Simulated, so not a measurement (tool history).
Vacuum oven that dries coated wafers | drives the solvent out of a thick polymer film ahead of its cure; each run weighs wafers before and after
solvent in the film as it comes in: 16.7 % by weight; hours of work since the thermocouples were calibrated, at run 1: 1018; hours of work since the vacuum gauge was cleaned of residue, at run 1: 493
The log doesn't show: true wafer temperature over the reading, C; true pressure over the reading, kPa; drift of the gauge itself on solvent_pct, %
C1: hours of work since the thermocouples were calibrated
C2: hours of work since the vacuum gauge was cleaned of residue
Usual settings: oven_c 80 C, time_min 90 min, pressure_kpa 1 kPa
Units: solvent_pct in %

run 1 hour=0 | oven_c=80 time_min=90 pressure_kpa=1 | C1=1018 C2=493 | solvent_pct=2.09
run 2 hour=44.2 | oven_c=80 time_min=90 pressure_kpa=1 | C1=1045 C2=520 | solvent_pct=2.1
run 3 hour=102.6 | oven_c=80 time_min=90 pressure_kpa=1 | C1=1081 C2=556 | solvent_pct=2.15
run 4 hour=141.6 | oven_c=80 time_min=90 pressure_kpa=1 | C1=1104 C2=579 | solvent_pct=2.08
run 5 hour=204.2 | oven_c=75 time_min=90 pressure_kpa=1 | C1=1143 C2=617 | solvent_pct=3.73
run 6 hour=282.3 | oven_c=75 time_min=90 pressure_kpa=1 | C1=1190 C2=665 | solvent_pct=3.65
run 7 hour=358.8 | oven_c=75 time_min=90 pressure_kpa=1 | C1=1237 C2=712 | solvent_pct=3.73
run 8 hour=431.6 | oven_c=80 time_min=90 pressure_kpa=1 | C1=1281 C2=756 | solvent_pct=2.04
run 9 hour=518.3 | oven_c=80 time_min=90 pressure_kpa=1 | C1=1334 C2=809 | solvent_pct=1.99
run 10 hour=576.8 | oven_c=80 time_min=110 pressure_kpa=1 | C1=1370 C2=845 | solvent_pct=1.45
run 11 hour=627.3 | oven_c=80 time_min=110 pressure_kpa=1 | C1=1401 C2=875 | solvent_pct=1.36
run 12 hour=691 | oven_c=80 time_min=90 pressure_kpa=1 | C1=1439 C2=914 | solvent_pct=1.96
run 13 hour=773.7 | oven_c=80 time_min=90 pressure_kpa=1 | C1=1490 C2=965 | solvent_pct=1.98
run 14 hour=844.3 | oven_c=80 time_min=90 pressure_kpa=1 | C1=1533 C2=1008 | solvent_pct=2.01
-- hour=871.1 oven's thermocouples calibrated
run 15 hour=918.3 | oven_c=80 time_min=90 pressure_kpa=1 | C1=29 C2=1052 | solvent_pct=2.57
run 16 hour=999 | oven_c=80 time_min=90 pressure_kpa=1 | C1=78 C2=1101 | solvent_pct=2.47
run 17 hour=1040.9 | oven_c=80 time_min=90 pressure_kpa=1 | C1=104 C2=1126 | solvent_pct=2.5
run 18 hour=1116.5 | oven_c=80 time_min=90 pressure_kpa=1 | C1=150 C2=1173 | solvent_pct=2.45
run 19 hour=1202.3 | oven_c=80 time_min=90 pressure_kpa=1 | C1=202 C2=1225 | solvent_pct=2.44
run 20 hour=1252.7 | oven_c=76 time_min=90 pressure_kpa=0.97 | C1=233 C2=1256 | solvent_pct=3.73
run 21 hour=1310.6 | oven_c=76 time_min=90 pressure_kpa=0.97 | C1=268 C2=1291 | solvent_pct=3.84
run 22 hour=1398.1 | oven_c=76 time_min=90 pressure_kpa=0.97 | C1=321 C2=1344 | solvent_pct=3.81
run 23 hour=1448.7 | oven_c=92 time_min=90 pressure_kpa=0.97 | C1=352 C2=1375 | solvent_pct=0.46
run 24 hour=1489.4 | oven_c=92 time_min=50 pressure_kpa=0.79 | C1=377 C2=1400 | solvent_pct=1.27
run 25 hour=1552.7 | oven_c=92 time_min=50 pressure_kpa=0.79 | C1=416 C2=1438 | solvent_pct=1.31
run 26 hour=1595.9 | oven_c=75 time_min=124 pressure_kpa=1.23 | C1=442 C2=1465 | solvent_pct=2.79
run 27 hour=1667.9 | oven_c=77 time_min=90 pressure_kpa=1 | C1=486 C2=1509 | solvent_pct=3.32
run 28 hour=1740.1 | oven_c=80 time_min=85 pressure_kpa=0.98 | C1=530 C2=1553 | solvent_pct=2.55
run 29 hour=1807.5 | oven_c=80 time_min=85 pressure_kpa=0.98 | C1=571 C2=1594 | solvent_pct=2.57
run 30 hour=1861.6 | oven_c=66 time_min=119 pressure_kpa=2.36 | C1=604 C2=1627 | solvent_pct=6.82
run 31 hour=1929.5 | oven_c=66 time_min=119 pressure_kpa=2.36 | C1=645 C2=1668 | solvent_pct=6.72
run 32 hour=2008 | oven_c=75 time_min=51 pressure_kpa=1.18 | C1=693 C2=1716 | solvent_pct=6.63
run 33 hour=2070.7 | oven_c=76 time_min=61 pressure_kpa=1.09 | C1=731 C2=1754 | solvent_pct=5.44
run 34 hour=2108.2 | oven_c=76 time_min=99 pressure_kpa=1.09 | C1=754 C2=1777 | solvent_pct=3.21
run 35 hour=2186.2 | oven_c=73 time_min=103 pressure_kpa=1.13 | C1=802 C2=1825 | solvent_pct=4.02
run 36 hour=2257.3 | oven_c=93 time_min=137 pressure_kpa=0.8 | C1=845 C2=1868 | solvent_pct=0.28
run 37 hour=2324.2 | oven_c=93 time_min=137 pressure_kpa=0.8 | C1=886 C2=1909 | solvent_pct=0.28

Forecast each of these 3 alternatives for the next run:
run A hour=2397.5 | oven_c=78 time_min=61 pressure_kpa=1 | C1=931 C2=1954 | solvent_pct=?
run B hour=2397.5 | oven_c=89 time_min=90 pressure_kpa=1.39 | C1=931 C2=1954 | solvent_pct=?
run C hour=2397.5 | oven_c=80 time_min=68 pressure_kpa=1 | C1=931 C2=1954 | solvent_pct=?

run=A solvent_pct=4.61
run=B solvent_pct=0.79
run=C solvent_pct=3.36
Without the tool's hidden state the same runs would have given:
run=A solvent_pct=4.82
run=B solvent_pct=0.75
run=C solvent_pct=3.53
